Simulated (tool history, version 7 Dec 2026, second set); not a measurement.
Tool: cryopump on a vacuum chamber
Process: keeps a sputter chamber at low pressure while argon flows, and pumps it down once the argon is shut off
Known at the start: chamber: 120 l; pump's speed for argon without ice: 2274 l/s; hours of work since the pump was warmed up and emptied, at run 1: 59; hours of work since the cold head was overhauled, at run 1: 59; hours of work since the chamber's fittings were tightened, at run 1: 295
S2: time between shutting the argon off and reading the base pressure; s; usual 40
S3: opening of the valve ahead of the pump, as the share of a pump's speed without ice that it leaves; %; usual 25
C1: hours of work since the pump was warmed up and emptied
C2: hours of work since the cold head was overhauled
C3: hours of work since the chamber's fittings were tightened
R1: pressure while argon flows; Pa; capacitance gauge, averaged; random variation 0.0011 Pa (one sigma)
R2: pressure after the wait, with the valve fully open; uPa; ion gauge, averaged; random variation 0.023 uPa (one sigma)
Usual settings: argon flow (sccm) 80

{"run": 1, "hour": 0.0, "argon flow (sccm)": 80, "S2": 40, "S3": 25, "C1": 59, "C2": 59, "C3": 295, "R1": 0.2439, "R2": 0.86}
{"run": 2, "hour": 31.1, "argon flow (sccm)": 80, "S2": 40, "S3": 25, "C1": 72, "C2": 72, "C3": 308, "R1": 0.2417, "R2": 0.85}
{"run": 3, "hour": 55.5, "argon flow (sccm)": 80, "S2": 184, "S3": 25, "C1": 83, "C2": 83, "C3": 319, "R1": 0.2435, "R2": 0.43}
{"run": 4, "hour": 94.5, "argon flow (sccm)": 80, "S2": 184, "S3": 25, "C1": 100, "C2": 100, "C3": 336, "R1": 0.2439, "R2": 0.43}
{"run": 5, "hour": 127.7, "argon flow (sccm)": 80, "S2": 184, "S3": 25, "C1": 114, "C2": 114, "C3": 350, "R1": 0.2438, "R2": 0.47}
{"run": 6, "hour": 168.0, "argon flow (sccm)": 80, "S2": 40, "S3": 25, "C1": 131, "C2": 131, "C3": 368, "R1": 0.2459, "R2": 0.89}
{"run": 7, "hour": 208.2, "argon flow (sccm)": 80, "S2": 40, "S3": 16, "C1": 149, "C2": 149, "C3": 385, "R1": 0.3825, "R2": 0.93}
{"run": 8, "hour": 243.2, "argon flow (sccm)": 80, "S2": 40, "S3": 25, "C1": 164, "C2": 164, "C3": 400, "R1": 0.2464, "R2": 0.9}
{"run": 9, "hour": 260.6, "argon flow (sccm)": 80, "S2": 40, "S3": 25, "C1": 172, "C2": 172, "C3": 408, "R1": 0.2492, "R2": 0.94}
{"run": 10, "hour": 298.2, "argon flow (sccm)": 80, "S2": 40, "S3": 22, "C1": 188, "C2": 188, "C3": 424, "R1": 0.2786, "R2": 0.94}
{"run": 11, "hour": 334.4, "argon flow (sccm)": 80, "S2": 40, "S3": 25, "C1": 204, "C2": 204, "C3": 440, "R1": 0.2485, "R2": 0.92}
{"run": 12, "hour": 374.2, "argon flow (sccm)": 80, "S2": 40, "S3": 25, "C1": 221, "C2": 221, "C3": 457, "R1": 0.2541, "R2": 1.0}
{"run": 13, "hour": 404.8, "argon flow (sccm)": 80, "S2": 188, "S3": 25, "C1": 234, "C2": 234, "C3": 470, "R1": 0.2529, "R2": 0.56}
{"run": 14, "hour": 442.8, "argon flow (sccm)": 80, "S2": 98, "S3": 25, "C1": 251, "C2": 251, "C3": 487, "R1": 0.2527, "R2": 0.66}
{"run": 15, "hour": 466.6, "argon flow (sccm)": 80, "S2": 98, "S3": 25, "C1": 261, "C2": 261, "C3": 497, "R1": 0.2546, "R2": 0.68}
{"run": 16, "hour": 502.2, "argon flow (sccm)": 95, "S2": 209, "S3": 23, "C1": 276, "C2": 276, "C3": 513, "R1": 0.3266, "R2": 0.6}
{"run": 17, "hour": 529.3, "argon flow (sccm)": 80, "S2": 101, "S3": 16, "C1": 288, "C2": 288, "C3": 524, "R1": 0.3894, "R2": 0.7}
{"run": 18, "hour": 550.5, "argon flow (sccm)": 80, "S2": 101, "S3": 16, "C1": 297, "C2": 297, "C3": 534, "R1": 0.3911, "R2": 0.71}
{"run": 19, "hour": 583.4, "argon flow (sccm)": 80, "S2": 101, "S3": 16, "C1": 312, "C2": 312, "C3": 548, "R1": 0.3906, "R2": 0.79}
{"run": 20, "hour": 615.8, "argon flow (sccm)": 98, "S2": 40, "S3": 18, "C1": 326, "C2": 326, "C3": 562, "R1": 0.4295, "R2": 1.09}
{"run": 21, "hour": 637.1, "argon flow (sccm)": 144, "S2": 23, "S3": 51, "C1": 335, "C2": 335, "C3": 571, "R1": 0.2493, "R2": 1.51}
{"run": 22, "hour": 657.4, "argon flow (sccm)": 144, "S2": 23, "S3": 51, "C1": 344, "C2": 344, "C3": 580, "R1": 0.2482, "R2": 1.5}
{"run": 23, "hour": 684.2, "argon flow (sccm)": 33, "S2": 28, "S3": 51, "C1": 355, "C2": 355, "C3": 592, "R1": 0.0565, "R2": 1.35}
{"run": 24, "hour": 702.4, "argon flow (sccm)": 33, "S2": 28, "S3": 51, "C1": 363, "C2": 363, "C3": 599, "R1": 0.0573, "R2": 1.36}
{"run": 25, "hour": 722.7, "argon flow (sccm)": 65, "S2": 106, "S3": 21, "C1": 372, "C2": 372, "C3": 608, "R1": 0.2506, "R2": 0.79}
{"run": 26, "hour": 742.1, "argon flow (sccm)": 65, "S2": 106, "S3": 21, "C1": 380, "C2": 380, "C3": 617, "R1": 0.252, "R2": 0.79}
{"run": 27, "hour": 775.9, "argon flow (sccm)": 113, "S2": 106, "S3": 21, "C1": 395, "C2": 395, "C3": 631, "R1": 0.4344, "R2": 0.84}
{"run": 28, "hour": 810.2, "argon flow (sccm)": 43, "S2": 287, "S3": 25, "C1": 410, "C2": 410, "C3": 646, "R1": 0.142, "R2": 0.69}
{"run": 29, "hour": 826.5, "argon flow (sccm)": 88, "S2": 287, "S3": 30, "C1": 417, "C2": 417, "C3": 653, "R1": 0.2492, "R2": 0.69}
{"run": 30, "hour": 865.9, "argon flow (sccm)": 150, "S2": 111, "S3": 42, "C1": 434, "C2": 434, "C3": 670, "R1": 0.3186, "R2": 0.85}

Measured less the same run without the tool's hidden state. The same run-to-run variation is in both; the gauge's scatter may not be:
The hidden state here: pump's speed, % of a pump's without ice; cold plate's temperature, K; leak into the chamber, uPa l/s; drift of the gauge itself on working_pa, %; drift of the gauge itself on base_upa, %.
run=1 R1=+0.0041 R2=+0.16
run=2 R1=+0.0047 R2=+0.18
run=3 R1=+0.0052 R2=+0.18
run=4 R1=+0.0062 R2=+0.20
run=5 R1=+0.0069 R2=+0.20
run=6 R1=+0.0078 R2=+0.21
run=7 R1=+0.0088 R2=+0.23
run=8 R1=+0.0097 R2=+0.24
run=9 R1=+0.0102 R2=+0.25
run=10 R1=+0.0111 R2=+0.26
run=11 R1=+0.0121 R2=+0.27
run=12 R1=+0.0132 R2=+0.29
run=13 R1=+0.0140 R2=+0.30
run=14 R1=+0.0150 R2=+0.31
run=15 R1=+0.0158 R2=+0.33
run=16 R1=+0.0198 R2=+0.34
run=17 R1=+0.0176 R2=+0.34
run=18 R1=+0.0183 R2=+0.36
run=19 R1=+0.0192 R2=+0.38
run=20 R1=+0.0248 R2=+0.38
run=21 R1=+0.0380 R2=+0.39
run=22 R1=+0.0388 R2=+0.41
run=23 R1=+0.0092 R2=+0.42
run=24 R1=+0.0096 R2=+0.43
run=25 R1=+0.0194 R2=+0.43
run=26 R1=+0.0202 R2=+0.44
run=27 R1=+0.0362 R2=+0.47
run=28 R1=+0.0146 R2=+0.49
run=29 R1=+0.0305 R2=+0.49
run=30 R1=+0.0546 R2=+0.51
